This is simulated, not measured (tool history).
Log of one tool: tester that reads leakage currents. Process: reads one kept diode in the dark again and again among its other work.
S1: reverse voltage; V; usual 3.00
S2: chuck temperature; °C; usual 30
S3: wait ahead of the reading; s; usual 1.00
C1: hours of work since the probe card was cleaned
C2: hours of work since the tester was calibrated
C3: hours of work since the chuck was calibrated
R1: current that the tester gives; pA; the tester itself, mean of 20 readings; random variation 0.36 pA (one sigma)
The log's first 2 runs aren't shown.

run 3 hour=140.2 | S1=3.00 S2=30 S3=1.00 | C1=523 C2=1209 C3=1923 | R1=103.44
run 4 hour=194.7 | S1=3.00 S2=30 S3=1.00 | C1=549 C2=1235 C3=1949 | R1=103.39
-- hour=259.7 chuck's temperature calibrated
run 5 hour=298.4 | S1=3.00 S2=30 S3=1.00 | C1=598 C2=1283 C3=18 | R1=122.38
run 6 hour=358.3 | S1=3.00 S2=37 S3=1.00 | C1=626 C2=1312 C3=47 | R1=195.02
run 7 hour=402.5 | S1=3.00 S2=37 S3=1.00 | C1=648 C2=1333 C3=68 | R1=194.41
run 8 hour=493.9 | S1=1.33 S2=30 S3=1.00 | C1=691 C2=1377 C3=112 | R1=85.72
run 9 hour=594.0 | S1=3.00 S2=30 S3=1.00 | C1=739 C2=1424 C3=160 | R1=121.96
run 10 hour=680.2 | S1=9.79 S2=30 S3=1.00 | C1=780 C2=1466 C3=201 | R1=206.27
run 11 hour=778.9 | S1=3.00 S2=33 S3=1.00 | C1=827 C2=1513 C3=248 | R1=149.05
run 12 hour=862.2 | S1=3.00 S2=33 S3=1.00 | C1=867 C2=1552 C3=288 | R1=147.49
run 13 hour=935.0 | S1=3.00 S2=33 S3=3.93 | C1=902 C2=1587 C3=322 | R1=147.25
run 14 hour=1003.8 | S1=3.00 S2=30 S3=1.00 | C1=935 C2=1620 C3=355 | R1=120.65
run 15 hour=1060.6 | S1=3.00 S2=30 S3=1.00 | C1=962 C2=1647 C3=382 | R1=120.62
run 16 hour=1143.7 | S1=3.00 S2=30 S3=1.00 | C1=1001 C2=1687 C3=422 | R1=120.28
run 17 hour=1227.4 | S1=3.00 S2=30 S3=1.00 | C1=1041 C2=1727 C3=462 | R1=120.02
-- hour=1252.8 probe card cleaned and baked
run 18 hour=1296.8 | S1=3.00 S2=30 S3=1.00 | C1=21 C2=1758 C3=494 | R1=115.30
run 19 hour=1348.1 | S1=3.00 S2=30 S3=1.00 | C1=45 C2=1783 C3=518 | R1=115.16
run 20 hour=1449.4 | S1=1.04 S2=30 S3=1.00 | C1=94 C2=1831 C3=566 | R1=73.11
run 21 hour=1498.7 | S1=1.18 S2=46 S3=0.32 | C1=117 C2=1855 C3=590 | R1=223.62
run 22 hour=1549.8 | S1=1.18 S2=46 S3=0.32 | C1=142 C2=1879 C3=614 | R1=223.89
run 23 hour=1603.8 | S1=18.68 S2=37 S3=0.32 | C1=168 C2=1905 C3=640 | R1=412.23
run 24 hour=1691.9 | S1=2.63 S2=34 S3=0.32 | C1=210 C2=1947 C3=682 | R1=143.55
run 25 hour=1751.8 | S1=2.09 S2=34 S3=3.26 | C1=238 C2=1976 C3=711 | R1=128.36
run 26 hour=1802.2 | S1=10.00 S2=34 S3=3.26 | C1=262 C2=2000 C3=735 | R1=249.21

Forecast run 27:
run 27 hour=1862.5 | S1=4.95 S2=51 S3=4.20 | C1=291 C2=2028 C3=764 | R1=?

R1: 547.37 pA
Without the tool's hidden state the same run would have given R1 574.45 pA.

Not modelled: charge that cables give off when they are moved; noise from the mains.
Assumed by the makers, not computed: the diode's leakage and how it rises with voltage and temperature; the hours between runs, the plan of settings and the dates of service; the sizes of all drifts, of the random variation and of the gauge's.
